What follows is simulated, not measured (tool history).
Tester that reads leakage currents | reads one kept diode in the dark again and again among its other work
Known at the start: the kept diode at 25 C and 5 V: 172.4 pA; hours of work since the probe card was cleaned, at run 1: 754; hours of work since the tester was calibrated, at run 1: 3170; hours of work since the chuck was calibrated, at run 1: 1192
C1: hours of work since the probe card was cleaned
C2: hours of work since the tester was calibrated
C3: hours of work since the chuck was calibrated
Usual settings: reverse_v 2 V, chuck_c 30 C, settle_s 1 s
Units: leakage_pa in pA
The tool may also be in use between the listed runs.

run 1 hour=0 | reverse_v=2 chuck_c=30 settle_s=1 | C1=754 C2=3170 C3=1192 | leakage_pa=174.25
run 2 hour=81.6 | reverse_v=14.86 chuck_c=30 settle_s=1 | C1=811 C2=3227 C3=1249 | leakage_pa=489.43
run 3 hour=162.4 | reverse_v=2 chuck_c=30 settle_s=1 | C1=868 C2=3284 C3=1306 | leakage_pa=173.27
run 4 hour=216.7 | reverse_v=2 chuck_c=30 settle_s=1 | C1=906 C2=3323 C3=1345 | leakage_pa=174.26
-- hour=262.5 chuck's temperature calibrated
run 5 hour=305.7 | reverse_v=2 chuck_c=30 settle_s=1 | C1=967 C2=3384 C3=30 | leakage_pa=174.62
run 6 hour=437 | reverse_v=2 chuck_c=30 settle_s=1 | C1=1060 C2=3476 C3=123 | leakage_pa=175.44
run 7 hour=516 | reverse_v=2 chuck_c=30 settle_s=1 | C1=1116 C2=3532 C3=179 | leakage_pa=174.86
run 8 hour=576.5 | reverse_v=2 chuck_c=30 settle_s=1 | C1=1158 C2=3574 C3=221 | leakage_pa=174.6
-- hour=611.8 tester calibrated
run 9 hour=682.5 | reverse_v=2 chuck_c=30 settle_s=1 | C1=1231 C2=50 C3=294 | leakage_pa=174.91

Forecast run 10:
run 10 hour=811 | reverse_v=4.18 chuck_c=57 settle_s=1.97 | C1=1322 C2=140 C3=385 | leakage_pa=?

Run 10 gave leakage_pa 2634.08 pA.
Without the tool's hidden state the same run would have given leakage_pa 2634.8 pA.
